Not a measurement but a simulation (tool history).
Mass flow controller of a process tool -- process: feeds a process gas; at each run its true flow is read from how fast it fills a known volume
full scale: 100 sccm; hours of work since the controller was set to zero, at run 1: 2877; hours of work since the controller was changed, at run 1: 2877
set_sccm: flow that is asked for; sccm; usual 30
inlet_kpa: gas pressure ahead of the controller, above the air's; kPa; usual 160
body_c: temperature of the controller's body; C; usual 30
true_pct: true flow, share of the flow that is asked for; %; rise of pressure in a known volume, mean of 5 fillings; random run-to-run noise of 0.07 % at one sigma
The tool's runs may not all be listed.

run     hour  set_sccm  inlet_kpa  body_c  hours of work since the controller was set to zero  hours of work since the controller was changed  true_pct
  1      0.0        30        160      30                                                2877                                            2877    101.47
  2    414.4        30        160      30                                                3134                                            3134    101.61
  3    804.2        30        160      30                                                3375                                            3375    101.69
  4   1193.4        30        160      30                                                3616                                            3616    101.90
  5   1600.6        30        160      30                                                3868                                            3868    102.11
  6   1958.9        30        160      30                                                4090                                            4090    102.40
  7   2377.4        30        160      25                                                4349                                            4349    103.11
  8   2773.5        30        169      30                                                4595                                            4595    102.86
  9   3083.4        30        169      30                                                4786                                            4786    102.97
 10   3386.2        30        236      30                                                4974                                            4974    102.55
 11   3770.0        25        160      30                                                5212                                            5212    103.88
 12   4186.4        25        160      30                                                5469                                            5469    104.37
 13   4483.4        25        160      30                                                5653                                            5653    104.41
 14   4765.3        54        160      30                                                5828                                            5828    102.84
 15   5162.5        54        160      30                                                6074                                            6074    102.82
 16   5485.9        54        160      30                                                6274                                            6274    103.04
 17   5804.6        54        160      30                                                6471                                            6471    103.16
 18   5994.9        30        160      30                                                6589                                            6589    104.64
 19   6369.9        30        160      30                                                6821                                            6821    104.83
 20   6754.9        30        160      30                                                7060                                            7060    104.97
      6933.7  -- controller's zero set anew
 21   7132.4        30        160      30                                                 123                                            7293    100.82
 22   7481.3        30        191      30                                                 339                                            7509    100.78
 23   7724.3        34        160      30                                                 489                                            7659    101.25
 24   8103.5        49        160      30                                                 724                                            7894    101.54
 25   8355.8        29        229      37                                                 880                                            8050    100.54
 26   8768.7        30        253      40                                                1136                                            8306    100.17
 27   9122.9        30        253      40                                                1355                                            8525    100.35
 28   9511.2        95        253      31                                                1596                                            8766    101.98
 29   9738.5        95        253      31                                                1736                                            8906    102.00
 30   9989.5        15        220      38                                                1892                                            9062    102.40
 31  10356.6        39        220      21                                                2119                                            9289    102.70
 32  10710.7        33        240      23                                                2338                                            9508    102.70
 33  11050.7        33        240      23                                                2549                                            9719    102.90
 34  11295.4        33        240      29                                                2700                                            9870    102.69
 35  11683.7        23        239      30                                                2941                                           10111    103.22
 36  12065.9        11        182      30                                                3177                                           10347    106.61
 37  12486.7        11        182      30                                                3438                                           10608    107.14
 38  12837.1        44        160      30                                                3655                                           10825    103.58
 39  13027.8        15        248      30                                                3773                                           10943    105.65
 40  13454.1        23        211      36                                                4037                                           11207    104.13
 41  13724.2        23        211      21                                                4204                                           11374    105.51
 42  14021.2        19        199      29                                                4388                                           11558    105.94
 43  14238.1        19        199      29                                                4522                                           11692    106.09
 44  14534.2        19        199      29                                                4706                                           11876    106.16
 45  14836.3        25        160      30                                                4893                                           12063    105.77
 46  15209.1        13        242      28                                                5123                                           12293    108.77
 47  15399.4        30        141      31                                                5241                                           12411    105.52
 48  15749.1        18        209      25                                                5458                                           12628    107.80

Each row is a separate what-if for the run after 48, all from the same tool condition, not one after another. Results?
  A  16061.2        15        226      25                                                5651                                           12821         ?
  B  16061.2        15        160      30                                                5651                                           12821         ?
  C  16061.2        23        168      23                                                5651                                           12821         ?
  D  16061.2        18        209      30                                                5651                                           12821         ?

run  true_pct
  A    109.07
  B    109.22
  C    107.35
  D    107.69
Without the tool's hidden state the same runs would have given:
run  true_pct
  A     98.13
  B     98.28
  C     98.93
  D     97.96

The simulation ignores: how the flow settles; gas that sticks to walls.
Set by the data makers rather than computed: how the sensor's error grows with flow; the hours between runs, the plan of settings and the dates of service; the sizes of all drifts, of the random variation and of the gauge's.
